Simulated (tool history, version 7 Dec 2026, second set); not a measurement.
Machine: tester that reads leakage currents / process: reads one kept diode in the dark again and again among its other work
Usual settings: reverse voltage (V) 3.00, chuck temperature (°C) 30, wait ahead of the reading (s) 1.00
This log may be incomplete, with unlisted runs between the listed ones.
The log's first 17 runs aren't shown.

| run | hour | reverse voltage (V) | chuck temperature (°C) | wait ahead of the reading (s) | hours of work since the probe card was cleaned | hours of work since the tester was calibrated | hours of work since the chuck was calibrated | current that the tester gives (pA) |
|---|---|---|---|---|---|---|---|---|
| 18 | 1380.3 | 3.00 | 30 | 1.00 | 1848 | 1775 | 632 | 123.44 |
| 19 | 1472.5 | 3.00 | 37 | 1.00 | 1890 | 1817 | 674 | 196.69 |
| 20 | 1533.7 | 3.00 | 37 | 1.00 | 1918 | 1845 | 702 | 195.14 |
| 21 | 1597.0 | 3.00 | 37 | 0.31 | 1947 | 1874 | 732 | 195.71 |
| 22 | 1652.4 | 3.00 | 37 | 0.31 | 1973 | 1900 | 757 | 197.47 |
| 23 | 1729.2 | 3.00 | 23 | 0.31 | 2008 | 1935 | 792 | 79.13 |
| 24 | 1844.4 | 3.00 | 46 | 0.31 | 2060 | 1988 | 845 | 348.10 |
| 25 | 1905.3 | 5.08 | 46 | 2.07 | 2088 | 2016 | 873 | 474.76 |
| 26 | 1962.1 | 5.08 | 46 | 3.03 | 2114 | 2042 | 899 | 475.26 |
| 27 | 2014.3 | 5.14 | 41 | 0.45 | 2138 | 2066 | 923 | 349.84 |
| 28 | 2099.0 | 5.14 | 46 | 0.45 | 2177 | 2104 | 961 | 479.56 |
| 29 | 2184.2 | 5.14 | 46 | 0.45 | 2216 | 2143 | 1000 | 479.34 |
|  | 2194.9 | probe card cleaned and baked |
| 30 | 2298.2 | 5.14 | 46 | 0.45 | 47 | 2194 | 1051 | 466.44 |
| 31 | 2393.6 | 3.52 | 50 | 6.01 | 91 | 2238 | 1095 | 482.43 |
|  | 2442.2 | tester calibrated |
|  | 2486.5 | chuck's temperature calibrated |
| 32 | 2499.2 | 6.05 | 47 | 0.75 | 138 | 25 | 6 | 525.31 |
| 33 | 2569.8 | 6.05 | 47 | 0.75 | 170 | 58 | 38 | 528.87 |
| 34 | 2687.5 | 6.05 | 47 | 0.75 | 224 | 111 | 92 | 528.15 |
| 35 | 2796.3 | 5.44 | 35 | 0.32 | 274 | 161 | 142 | 230.87 |
| 36 | 2851.4 | 5.44 | 35 | 0.32 | 299 | 187 | 167 | 230.19 |
| 37 | 2913.5 | 2.08 | 32 | 3.79 | 327 | 215 | 196 | 107.23 |
| 38 | 2998.0 | 3.18 | 28 | 6.49 | 366 | 254 | 234 | 104.11 |

What will run 39 give?
| 39 | 3083.7 | 3.00 | 30 | 2.89 | 405 | 293 | 274 | ? |

Run 39 produced current that the tester gives (pA) 116.59.
If the tool had no hidden condition, the same run with the same run-to-run variation would have returned current that the tester gives (pA) 112.77.
